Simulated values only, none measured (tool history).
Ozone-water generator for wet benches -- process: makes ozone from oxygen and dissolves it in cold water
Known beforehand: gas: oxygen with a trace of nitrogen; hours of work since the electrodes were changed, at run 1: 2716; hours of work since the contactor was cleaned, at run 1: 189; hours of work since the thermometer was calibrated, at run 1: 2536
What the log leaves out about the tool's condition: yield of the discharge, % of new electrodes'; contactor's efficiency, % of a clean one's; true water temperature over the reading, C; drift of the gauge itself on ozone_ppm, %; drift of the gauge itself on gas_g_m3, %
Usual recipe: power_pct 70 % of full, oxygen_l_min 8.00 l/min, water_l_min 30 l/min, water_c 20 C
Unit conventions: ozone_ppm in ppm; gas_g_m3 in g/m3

| run | day | power_pct | oxygen_l_min | water_l_min | water_c | hours of work since the electrodes were changed | hours of work since the contactor was cleaned | hours of work since the thermometer was calibrated | ozone_ppm | gas_g_m3 |
|---|---|---|---|---|---|---|---|---|---|---|
| 1 | 0.000 | 70 | 8.00 | 30 | 20 | 2716 | 189 | 2536 | 27.1 | 254.1 |
| 2 | 3.317 | 70 | 4.61 | 30 | 20 | 2774 | 247 | 2594 | 24.0 | 313.9 |
|  | 4.504 | water thermometer calibrated |
| 3 | 8.038 | 70 | 5.41 | 30 | 20 | 2855 | 328 | 61 | 25.2 | 296.9 |
| 4 | 13.058 | 70 | 5.41 | 30 | 20 | 2943 | 415 | 149 | 24.9 | 297.0 |
| 5 | 18.300 | 70 | 5.41 | 30 | 20 | 3034 | 506 | 240 | 24.6 | 294.9 |
| 6 | 24.562 | 70 | 5.41 | 30 | 20 | 3142 | 615 | 348 | 24.9 | 295.2 |
| 7 | 28.008 | 70 | 5.41 | 30 | 20 | 3202 | 675 | 408 | 24.6 | 294.0 |
| 8 | 32.462 | 70 | 8.00 | 30 | 20 | 3280 | 752 | 486 | 26.0 | 251.0 |
| 9 | 35.325 | 70 | 8.00 | 30 | 20 | 3329 | 802 | 535 | 26.2 | 248.9 |
| 10 | 40.675 | 70 | 8.00 | 30 | 27 | 3422 | 895 | 628 | 23.5 | 247.6 |
| 11 | 46.225 | 70 | 8.00 | 30 | 27 | 3519 | 991 | 725 | 23.3 | 247.3 |
| 12 | 51.567 | 70 | 8.00 | 30 | 17 | 3611 | 1084 | 817 | 27.2 | 248.7 |
| 13 | 56.296 | 70 | 8.00 | 30 | 13 | 3693 | 1166 | 899 | 28.9 | 245.4 |
| 14 | 60.558 | 70 | 8.00 | 30 | 13 | 3767 | 1240 | 973 | 29.0 | 245.9 |
| 15 | 64.312 | 70 | 8.00 | 30 | 13 | 3833 | 1305 | 1039 | 28.4 | 246.7 |
| 16 | 69.638 | 70 | 10.72 | 33 | 15 | 3925 | 1398 | 1131 | 26.3 | 217.4 |
| 17 | 72.817 | 70 | 7.99 | 25 | 20 | 3980 | 1453 | 1186 | 29.6 | 244.0 |
| 18 | 77.292 | 51 | 6.90 | 30 | 20 | 4058 | 1531 | 1264 | 21.6 | 222.6 |
| 19 | 83.225 | 73 | 9.29 | 22 | 25 | 4161 | 1634 | 1367 | 30.5 | 234.7 |
| 20 | 89.475 | 73 | 7.31 | 33 | 27 | 4270 | 1742 | 1475 | 20.8 | 257.3 |
| 21 | 93.383 | 70 | 8.00 | 20 | 22 | 4337 | 1810 | 1543 | 33.6 | 242.8 |

Each row is a separate what-if for the run after 21, all from the same tool condition, not one after another. Results?
| A | 98.075 | 70 | 5.49 | 30 | 25 | 4419 | 1892 | 1625 | ? | ? |
| B | 98.075 | 81 | 8.00 | 38 | 26 | 4419 | 1892 | 1625 | ? | ? |
| C | 98.075 | 50 | 8.00 | 31 | 15 | 4419 | 1892 | 1625 | ? | ? |

| run | ozone_ppm | gas_g_m3 |
|---|---|---|
| A | 22.1 | 285.0 |
| B | 19.9 | 259.8 |
| C | 22.6 | 203.5 |
With no hidden state in the tool, these same runs would have given:
| run | ozone_ppm | gas_g_m3 |
|---|---|---|
| A | 25.3 | 320.4 |
| B | 23.1 | 294.9 |
| C | 25.3 | 224.3 |
